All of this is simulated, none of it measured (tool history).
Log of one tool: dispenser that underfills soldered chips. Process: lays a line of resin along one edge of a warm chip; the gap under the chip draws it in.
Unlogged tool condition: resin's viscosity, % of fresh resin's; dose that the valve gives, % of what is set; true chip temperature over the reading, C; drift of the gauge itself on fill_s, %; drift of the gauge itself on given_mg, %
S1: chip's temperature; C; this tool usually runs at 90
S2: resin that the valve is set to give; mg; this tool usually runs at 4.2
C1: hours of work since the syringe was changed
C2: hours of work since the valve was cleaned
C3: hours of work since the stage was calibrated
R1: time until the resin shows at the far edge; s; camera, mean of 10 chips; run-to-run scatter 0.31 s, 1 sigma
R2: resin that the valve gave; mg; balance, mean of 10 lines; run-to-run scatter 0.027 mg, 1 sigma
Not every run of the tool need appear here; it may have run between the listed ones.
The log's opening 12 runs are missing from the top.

run   hour  S1    S2  C1   C2   C3    R1    R2
      80.3  -- new syringe of resin
 13   81.7  79   4.2   1  121  145  15.6  3.98
 14   89.4  79   4.2   6  126  150  18.7     4
      91.7  -- dispensing valve cleaned and set on the balance
        97  -- new syringe of resin
 15     97  79   4.2   0    3  154  15.1   4.2
 16  106.2  90   4.2   6    9  160  10.7  4.16
 17  111.9  90   4.2  10   13  163  12.2  4.19
     112.9  -- new syringe of resin
 18  121.4  89   4.2   6   19  170  11.2  4.12
     128.6  -- new syringe of resin
 19  128.6  79  4.52   0   24  174  14.8  4.48
 20  137.9  96  3.81   6   30  180   8.5  3.73
     144.7  -- new syringe of resin
 21  145.5  96  3.81   1   35  185   6.8  3.77
 22  150.8  96  4.95   4   38  188   8.5  4.84
 23  159.4  99  3.66  10   44  194   8.9  3.64
     160.5  -- new syringe of resin
 24  167.5  93  5.17   5   49  199   8.5  5.05
 25  171.5  93  5.17   7   51  202    10  5.04
       176  -- new syringe of resin
 26  180.1  93  5.17   3   57  207   7.9  5.05
 27  184.3  84   5.3   5   60  210  13.9  5.17
 28  188.2  87  4.91   8   62  213  13.6  4.77
     191.6  -- new syringe of resin
 29  192.8  98  4.91   1   65  215     6  4.77
 30  198.4  97  4.65   4   69  219   7.7  4.56
 31  204.9  97  4.65   9   73  223   8.9  4.46
     207.6  -- new syringe of resin
 32  214.7  97  4.65   5   79  230   7.3  4.48
     223.6  -- new syringe of resin
 33  224.5  97  4.65   1   85  236   6.6  4.42
 34    233  97  4.65   6   91  241   8.5  4.46

Alternative continuations, all from the tool just after run 34; predict every row:
  A  237.9   81  4.25   9  94  245   ?   ?
  B  237.9  103  4.38   9  94  245   ?   ?
  C  237.9   97  4.81   9  94  245   ?   ?
  D  237.9   90  4.97   9  94  245   ?   ?
  E  237.9   90  5.28   9  94  245   ?   ?

run    R1    R2
  A  20.3  4.08
  B     7  4.17
  C   9.3  4.63
  D  12.3  4.79
  E  11.7  5.07
Without the tool's unlogged condition, the same runs would have read:
run    R1    R2
  A  13.5  4.25
  B   4.6  4.35
  C   6.3  4.83
  D     8  4.99
  E   7.6  5.29
